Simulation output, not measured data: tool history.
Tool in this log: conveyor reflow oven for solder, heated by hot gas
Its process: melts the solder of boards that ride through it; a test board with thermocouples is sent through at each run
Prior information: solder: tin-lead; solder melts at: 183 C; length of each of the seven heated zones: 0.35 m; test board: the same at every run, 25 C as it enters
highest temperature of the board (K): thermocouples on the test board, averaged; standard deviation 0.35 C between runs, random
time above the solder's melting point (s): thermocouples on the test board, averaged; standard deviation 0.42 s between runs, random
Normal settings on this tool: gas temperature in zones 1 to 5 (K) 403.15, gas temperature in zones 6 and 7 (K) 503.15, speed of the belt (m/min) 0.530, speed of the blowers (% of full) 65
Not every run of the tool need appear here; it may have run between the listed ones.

| run | hour | gas temperature in zones 1 to 5 (K) | gas temperature in zones 6 and 7 (K) | speed of the belt (m/min) | speed of the blowers (% of full) | highest temperature of the board (K) | time above the solder's melting point (s) |
|---|---|---|---|---|---|---|---|
| 1 | 0.0 | 403.15 | 503.15 | 0.530 | 65 | 477.95 | 42.7 |
| 2 | 18.3 | 403.15 | 503.15 | 0.530 | 65 | 477.75 | 43.2 |
| 3 | 29.7 | 403.15 | 503.15 | 0.530 | 65 | 477.35 | 42.7 |
| 4 | 46.3 | 403.15 | 503.15 | 0.530 | 65 | 478.15 | 42.1 |
| 5 | 68.4 | 403.15 | 503.15 | 0.530 | 65 | 477.75 | 42.8 |
| 6 | 79.3 | 403.15 | 503.15 | 0.530 | 65 | 477.95 | 42.3 |
| 7 | 91.6 | 414.15 | 503.15 | 0.530 | 65 | 480.55 | 49.5 |
| 8 | 104.5 | 414.15 | 503.15 | 0.530 | 65 | 480.15 | 49.3 |
| 9 | 114.8 | 412.15 | 503.15 | 0.530 | 65 | 479.25 | 48.1 |
| 10 | 125.3 | 403.15 | 503.15 | 0.562 | 65 | 474.75 | 36.5 |
| 11 | 139.5 | 403.15 | 503.15 | 0.562 | 65 | 474.65 | 35.7 |
| 12 | 154.7 | 403.15 | 503.15 | 0.562 | 65 | 474.65 | 35.8 |
| 13 | 169.7 | 403.15 | 503.15 | 0.562 | 65 | 474.95 | 36.0 |
| 14 | 191.9 | 403.15 | 503.15 | 0.562 | 65 | 473.95 | 35.3 |
| 15 | 213.8 | 403.15 | 503.15 | 0.512 | 65 | 477.75 | 44.2 |
|  | 226.6 | flux residue cleaned out of gas plates and filters |
| 16 | 235.8 | 393.15 | 497.15 | 0.424 | 60 | 479.75 | 57.2 |
| 17 | 250.7 | 390.15 | 502.15 | 0.580 | 66 | 475.35 | 32.6 |
| 18 | 265.0 | 390.15 | 502.15 | 0.580 | 66 | 474.55 | 33.1 |
| 19 | 276.0 | 403.15 | 503.15 | 0.452 | 76 | 489.05 | 69.0 |
| 20 | 287.4 | 403.15 | 503.15 | 0.452 | 76 | 489.25 | 67.3 |

What does the tool deliver on the next run?
| 21 | 308.3 | 403.15 | 514.15 | 0.471 | 65 | ? | ? |

highest temperature of the board (K): 494.65
time above the solder's melting point (s): 68.7
On a tool with no hidden condition, and with the same random variation, this run would have come out at highest temperature of the board (K) 496.85, time above the solder's melting point (s) 69.6.
